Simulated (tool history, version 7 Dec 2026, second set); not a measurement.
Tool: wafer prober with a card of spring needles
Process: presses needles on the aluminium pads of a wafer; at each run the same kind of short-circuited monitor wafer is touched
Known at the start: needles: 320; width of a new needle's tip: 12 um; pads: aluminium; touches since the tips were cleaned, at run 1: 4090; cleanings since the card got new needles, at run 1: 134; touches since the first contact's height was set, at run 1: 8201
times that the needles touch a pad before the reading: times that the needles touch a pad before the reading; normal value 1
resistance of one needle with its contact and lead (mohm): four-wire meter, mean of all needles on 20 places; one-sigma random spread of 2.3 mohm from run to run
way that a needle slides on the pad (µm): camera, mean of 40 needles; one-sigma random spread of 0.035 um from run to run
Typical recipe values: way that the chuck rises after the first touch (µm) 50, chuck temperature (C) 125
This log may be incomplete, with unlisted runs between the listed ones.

| run | day | way that the chuck rises after the first touch (µm) | chuck temperature (C) | times that the needles touch a pad before the reading | touches since the tips were cleaned | cleanings since the card got new needles | touches since the first contact's height was set | resistance of one needle with its contact and lead (mohm) | way that a needle slides on the pad (µm) |
|---|---|---|---|---|---|---|---|---|---|
| 1 | 0.000 | 50 | 125 | 1 | 4090 | 134 | 8201 | 407 | 7.11 |
|  | 0.275 | tips cleaned on abrasive film |
|  | 0.825 | tips cleaned on abrasive film |
| 2 | 1.225 | 50 | 96 | 1 | 4011 | 136 | 20434 | 432 | 7.07 |
|  | 1.500 | tips cleaned on abrasive film |
|  | 2.133 | tips cleaned on abrasive film |
|  | 2.817 | tips cleaned on abrasive film |
|  | 3.404 | tips cleaned on abrasive film |
| 3 | 3.404 | 50 | 96 | 1 | 0 | 140 | 42209 | 277 | 7.12 |
|  | 4.067 | tips cleaned on abrasive film |
|  | 4.733 | tips cleaned on abrasive film |
| 4 | 5.112 | 50 | 96 | 1 | 3820 | 142 | 59339 | 436 | 7.10 |
|  | 5.379 | tips cleaned on abrasive film |
|  | 5.929 | tips cleaned on abrasive film |
|  | 6.612 | tips cleaned on abrasive film |
|  | 7.025 | tips cleaned on abrasive film, once more |
|  | 7.712 | tips cleaned on abrasive film |
| 5 | 7.775 | 50 | 125 | 1 | 653 | 147 | 85948 | 329 | 7.02 |
|  | 8.317 | tips cleaned on abrasive film |
|  | 8.996 | tips cleaned on abrasive film |
| 6 | 9.271 | 50 | 125 | 1 | 2792 | 149 | 100921 | 430 | 7.04 |
|  | 9.546 | tips cleaned on abrasive film |
|  | 10.212 | tips cleaned on abrasive film |
|  | 10.854 | tips cleaned on abrasive film |
|  | 11.512 | tips cleaned on abrasive film |
| 7 | 11.912 | 50 | 125 | 1 | 4017 | 153 | 127337 | 436 | 6.97 |
|  | 12.188 | tips cleaned on abrasive film |
|  | 12.862 | tips cleaned on abrasive film |
| 8 | 13.058 | 50 | 125 | 1 | 1980 | 155 | 138809 | 404 | 6.95 |
|  | 13.458 | tips cleaned on abrasive film |
|  | 14.104 | tips cleaned on abrasive film |
|  | 14.775 | tips cleaned on abrasive film |
|  | 15.325 | tips cleaned on abrasive film |
| 9 | 15.708 | 50 | 125 | 1 | 3845 | 159 | 165299 | 443 | 7.02 |
|  | 15.983 | tips cleaned on abrasive film |
|  | 16.533 | tips cleaned on abrasive film |
|  | 17.217 | tips cleaned on abrasive film |
| 10 | 17.458 | 50 | 125 | 1 | 2447 | 162 | 182820 | 432 | 6.86 |
|  | 17.867 | tips cleaned on abrasive film |
|  | 18.508 | tips cleaned on abrasive film |
|  | 19.171 | tips cleaned on abrasive film |
|  | 19.746 | tips cleaned on abrasive film |
| 11 | 19.746 | 50 | 125 | 1 | 0 | 166 | 205678 | 284 | 6.91 |
|  | 20.304 | height of the first contact set anew |
|  | 20.442 | tips cleaned on abrasive film |
|  | 21.088 | tips cleaned on abrasive film |
| 12 | 21.088 | 50 | 125 | 1 | 0 | 168 | 7809 | 285 | 7.09 |
|  | 21.633 | tips cleaned on abrasive film |
|  | 22.321 | tips cleaned on abrasive film |
| 13 | 22.458 | 50 | 125 | 1 | 1378 | 170 | 21521 | 380 | 7.11 |
|  | 22.996 | tips cleaned on abrasive film |
|  | 23.646 | tips cleaned on abrasive film |
|  | 24.333 | tips cleaned on abrasive film |
|  | 25.008 | tips cleaned on abrasive film |
| 14 | 25.192 | 50 | 55 | 1 | 1831 | 174 | 48883 | 393 | 7.03 |
|  | 25.604 | tips cleaned on abrasive film |
|  | 26.150 | tips cleaned on abrasive film |
| 15 | 26.642 | 50 | 54 | 1 | 4946 | 176 | 63422 | 461 | 7.05 |
|  | 26.783 | tips cleaned on abrasive film |
|  | 27.425 | tips cleaned on abrasive film |
|  | 28.083 | tips cleaned on abrasive film |
|  | 28.633 | tips cleaned on abrasive film |
| 16 | 28.767 | 50 | 28 | 1 | 1353 | 180 | 84638 | 379 | 7.03 |
|  | 29.312 | tips cleaned on abrasive film |
|  | 29.862 | tips cleaned on abrasive film |
| 17 | 30.188 | 50 | 36 | 1 | 3280 | 182 | 98857 | 434 | 6.98 |
|  | 30.442 | tips cleaned on abrasive film |
|  | 31.108 | tips cleaned on abrasive film |
| 18 | 31.346 | 50 | 36 | 1 | 2394 | 184 | 110437 | 403 | 7.00 |
|  | 31.758 | tips cleaned on abrasive film |
|  | 32.442 | tips cleaned on abrasive film |
|  | 33.112 | tips cleaned on abrasive film |
| 19 | 33.621 | 50 | 36 | 1 | 5103 | 187 | 133210 | 467 | 6.97 |
|  | 33.758 | tips cleaned on abrasive film |
|  | 34.446 | tips cleaned on abrasive film |
|  | 35.112 | tips cleaned on abrasive film |
|  | 35.771 | tips cleaned on abrasive film |
| 20 | 36.192 | 50 | 36 | 1 | 4242 | 191 | 158946 | 447 | 6.83 |
|  | 36.333 | tips cleaned on abrasive film |
|  | 37.000 | tips cleaned on abrasive film |
|  | 37.675 | tips cleaned on abrasive film |
|  | 38.358 | tips cleaned on abrasive film |
| 21 | 38.771 | 50 | 36 | 1 | 4167 | 195 | 184753 | 460 | 6.99 |
|  | 38.912 | tips cleaned on abrasive film |
|  | 39.567 | tips cleaned on abrasive film |
| 22 | 39.975 | 50 | 36 | 1 | 4092 | 197 | 196774 | 450 | 6.87 |
|  | 40.238 | tips cleaned on abrasive film |
|  | 40.783 | tips cleaned on abrasive film |
|  | 41.429 | tips cleaned on abrasive film |
|  | 41.442 | height of the first contact set anew |
|  | 42.108 | tips cleaned on abrasive film |
| 23 | 42.379 | 50 | 36 | 1 | 2744 | 201 | 9425 | 426 | 7.07 |
|  | 42.658 | tips cleaned on abrasive film |
|  | 43.333 | tips cleaned on abrasive film |
|  | 43.879 | tips cleaned on abrasive film |
| 24 | 43.958 | 50 | 36 | 1 | 758 | 204 | 25160 | 359 | 7.11 |
|  | 44.483 | tips cleaned on abrasive film |
|  | 45.033 | tips cleaned on abrasive film |
| 25 | 45.138 | 50 | 36 | 1 | 1042 | 206 | 36957 | 364 | 7.05 |
|  | 45.683 | tips cleaned on abrasive film |
|  | 46.342 | tips cleaned on abrasive film |
|  | 47.008 | tips cleaned on abrasive film |
| 26 | 47.012 | 63 | 38 | 2 | 34 | 209 | 55726 | 253 | 8.89 |
|  | 47.662 | tips cleaned on abrasive film |
|  | 48.292 | tips cleaned on abrasive film |
|  | 48.975 | tips cleaned on abrasive film |
|  | 49.525 | tips cleaned on abrasive film |
| 27 | 49.633 | 67 | 39 | 1 | 1114 | 213 | 81947 | 314 | 9.43 |

Measured minus without-hidden-state, run by run (identical run-to-run variation in each term; gauge scatter may differ):
Hidden conditions of the tool in this case: debris on the tips, nm; way that the needles fall short of the set height, um; tips' diameter, um; drift of the gauge itself on contact_mohm, %; drift of the gauge itself on scrub_um, %.
| run | resistance of one needle with its contact and lead (mohm) | way that a needle slides on the pad (µm) |
|---|---|---|
| 1 | +141 | -0.01 |
| 2 | +173 | -0.02 |
| 3 | +18 | -0.04 |
| 4 | +180 | -0.05 |
| 5 | +63 | -0.09 |
| 6 | +163 | -0.11 |
| 7 | +171 | -0.13 |
| 8 | +138 | -0.15 |
| 9 | +179 | -0.18 |
| 10 | +166 | -0.20 |
| 11 | +21 | -0.23 |
| 12 | +19 | -0.01 |
| 13 | +114 | -0.03 |
| 14 | +146 | -0.05 |
| 15 | +213 | -0.07 |
| 16 | +142 | -0.10 |
| 17 | +196 | -0.11 |
| 18 | +164 | -0.12 |
| 19 | +226 | -0.15 |
| 20 | +206 | -0.18 |
| 21 | +218 | -0.20 |
| 22 | +208 | -0.22 |
| 23 | +184 | -0.01 |
| 24 | +112 | -0.03 |
| 25 | +123 | -0.05 |
| 26 | +12 | -0.07 |
| 27 | +74 | -0.10 |
